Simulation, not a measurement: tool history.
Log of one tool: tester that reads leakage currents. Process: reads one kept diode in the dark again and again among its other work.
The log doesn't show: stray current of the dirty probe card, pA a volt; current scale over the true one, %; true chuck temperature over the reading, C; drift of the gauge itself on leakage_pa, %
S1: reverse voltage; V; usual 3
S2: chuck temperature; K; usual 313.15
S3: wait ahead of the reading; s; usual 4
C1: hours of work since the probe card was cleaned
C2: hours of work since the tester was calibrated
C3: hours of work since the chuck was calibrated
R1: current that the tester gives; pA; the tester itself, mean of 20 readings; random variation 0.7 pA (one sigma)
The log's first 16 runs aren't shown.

run,day,S1,S2,S3,C1,C2,C3,R1
17,18.904,9.32,313.15,4,649,1444,847,294.89
18,19.788,9.32,313.15,0.36,657,1453,856,297.59
19,21.421,9.32,313.15,0.36,673,1469,872,297.34
20,22.283,3,313.15,4,682,1477,880,206.47
21,23.633,3,313.15,4,695,1490,893,207.9
22,24.712,3,313.15,4,705,1501,904,208.1
23,25.95,7.89,297.15,4,717,1513,916,82.35
24,26.812,9.74,299.15,4.92,726,1521,924,103.29
25,28.171,9.74,299.15,4.92,739,1534,937,103.11
26,29.067,9.74,299.15,4.92,748,1543,946,103.51
27,30.429,1.13,300.15,5.27,761,1556,959,56.16
28,31.146,1.13,308.15,0.69,768,1563,966,105.15
29,32.454,8.5,309.15,4,781,1576,979,210.97
30,34.154,3.43,313.15,1.46,797,1592,996,212.95
31,35.354,6.27,313.15,7.1,809,1604,1007,254.67
32,36.979,2.21,300.15,5.21,825,1620,1023,68.7
33,38.121,9.92,300.15,1.91,836,1631,1034,111.39
34,39.704,2.25,313.15,4,851,1646,1050,185.91
35,41.254,2,310.15,0.31,866,1661,1065,143.84
36,42.067,2,310.15,0.31,874,1669,1073,143.71
37,43.542,3,315.15,0.87,888,1684,1087,234.33
38,45.192,3,315.15,0.87,905,1700,1103,233.97
39,46.292,3,315.15,0.87,915,1710,1114,232.45
40,47.442,3,315.15,0.87,926,1722,1125,233.53

Forecast each of these 4 alternatives for the next run:
A,48.129,3,315.15,0.58,933,1728,1132,?
B,48.129,3.56,301.15,4,933,1728,1132,?
C,48.129,3,301.15,0.87,933,1728,1132,?
D,48.129,7.63,296.15,9.65,933,1728,1132,?

run,R1
A,233.13
B,85.26
C,80.96
D,73.54
Without the tool's hidden state the same runs would have given:
run,R1
A,270.64
B,99.17
C,94.3
D,83.5

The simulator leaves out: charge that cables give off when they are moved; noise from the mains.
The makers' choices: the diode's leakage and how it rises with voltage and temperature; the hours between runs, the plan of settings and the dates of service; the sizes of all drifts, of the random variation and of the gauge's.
